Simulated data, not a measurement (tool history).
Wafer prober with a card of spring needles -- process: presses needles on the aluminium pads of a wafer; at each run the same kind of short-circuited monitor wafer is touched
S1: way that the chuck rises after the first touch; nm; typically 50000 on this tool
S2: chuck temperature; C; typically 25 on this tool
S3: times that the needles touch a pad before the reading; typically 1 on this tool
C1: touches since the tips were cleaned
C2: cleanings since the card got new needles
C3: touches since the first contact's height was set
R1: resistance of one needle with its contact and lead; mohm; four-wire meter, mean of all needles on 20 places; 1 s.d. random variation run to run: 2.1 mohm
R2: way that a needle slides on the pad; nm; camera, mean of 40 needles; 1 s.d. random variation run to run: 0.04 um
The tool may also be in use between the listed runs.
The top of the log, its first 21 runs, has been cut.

{"hour": 153.3, "done": "tips cleaned on abrasive film"}
{"run": 22, "hour": 154.5, "S1": 47000, "S2": 92, "S3": 2, "C1": 354, "C2": 23, "C3": 3250, "R1": 254, "R2": 10800}
{"run": 23, "hour": 163.3, "S1": 52000, "S2": 85, "S3": 2, "C1": 2968, "C2": 23, "C3": 5864, "R1": 253, "R2": 11940}
{"run": 24, "hour": 167.7, "S1": 46000, "S2": 98, "S3": 3, "C1": 4267, "C2": 23, "C3": 7163, "R1": 258, "R2": 10570}
{"hour": 170.8, "done": "gauge calibrated"}
{"run": 25, "hour": 173.1, "S1": 50000, "S2": 27, "S3": 1, "C1": 5849, "C2": 23, "C3": 8745, "R1": 237, "R2": 11750}
{"hour": 174.6, "done": "tips cleaned on abrasive film"}
{"run": 26, "hour": 180.3, "S1": 50000, "S2": 74, "S3": 1, "C1": 1694, "C2": 24, "C3": 10861, "R1": 248, "R2": 11720}
{"run": 27, "hour": 187.0, "S1": 50000, "S2": 74, "S3": 1, "C1": 3680, "C2": 24, "C3": 12847, "R1": 254, "R2": 11730}
{"run": 28, "hour": 194.9, "S1": 32000, "S2": 74, "S3": 1, "C1": 6038, "C2": 24, "C3": 15205, "R1": 258, "R2": 7450}
{"hour": 195.6, "done": "tips cleaned on abrasive film"}
{"run": 29, "hour": 202.0, "S1": 50000, "S2": 89, "S3": 1, "C1": 1888, "C2": 25, "C3": 17271, "R1": 252, "R2": 11600}
{"run": 30, "hour": 210.2, "S1": 34000, "S2": 89, "S3": 1, "C1": 4324, "C2": 25, "C3": 19707, "R1": 261, "R2": 7930}
{"hour": 217.2, "done": "tips cleaned on abrasive film"}
{"run": 31, "hour": 218.0, "S1": 65000, "S2": 91, "S3": 2, "C1": 230, "C2": 26, "C3": 21977, "R1": 251, "R2": 15170}
{"run": 32, "hour": 226.0, "S1": 65000, "S2": 91, "S3": 2, "C1": 2601, "C2": 26, "C3": 24348, "R1": 251, "R2": 15120}
{"run": 33, "hour": 234.3, "S1": 65000, "S2": 91, "S3": 2, "C1": 5075, "C2": 26, "C3": 26822, "R1": 254, "R2": 15080}
{"hour": 238.8, "done": "tips cleaned on abrasive film"}
{"run": 34, "hour": 241.3, "S1": 65000, "S2": 91, "S3": 2, "C1": 753, "C2": 27, "C3": 28874, "R1": 253, "R2": 15060}

Each row is a separate what-if for the run after 34, all from the same tool condition, not one after another. Results?
{"run": "A", "hour": 249.0, "S1": 65000, "S2": 57, "S3": 2, "C1": 3036, "C2": 27, "C3": 31157, "R1": "?", "R2": "?"}
{"run": "B", "hour": 249.0, "S1": 55000, "S2": 29, "S3": 1, "C1": 3036, "C2": 27, "C3": 31157, "R1": "?", "R2": "?"}
{"run": "C", "hour": 249.0, "S1": 54000, "S2": 81, "S3": 1, "C1": 3036, "C2": 27, "C3": 31157, "R1": "?", "R2": "?"}

run=A R1=239 R2=15070
run=B R1=234 R2=12810
run=C R1=252 R2=12540
With no hidden state in the tool, these same runs would have given:
run=A R1=239 R2=15230
run=B R1=234 R2=12940
run=C R1=251 R2=12670
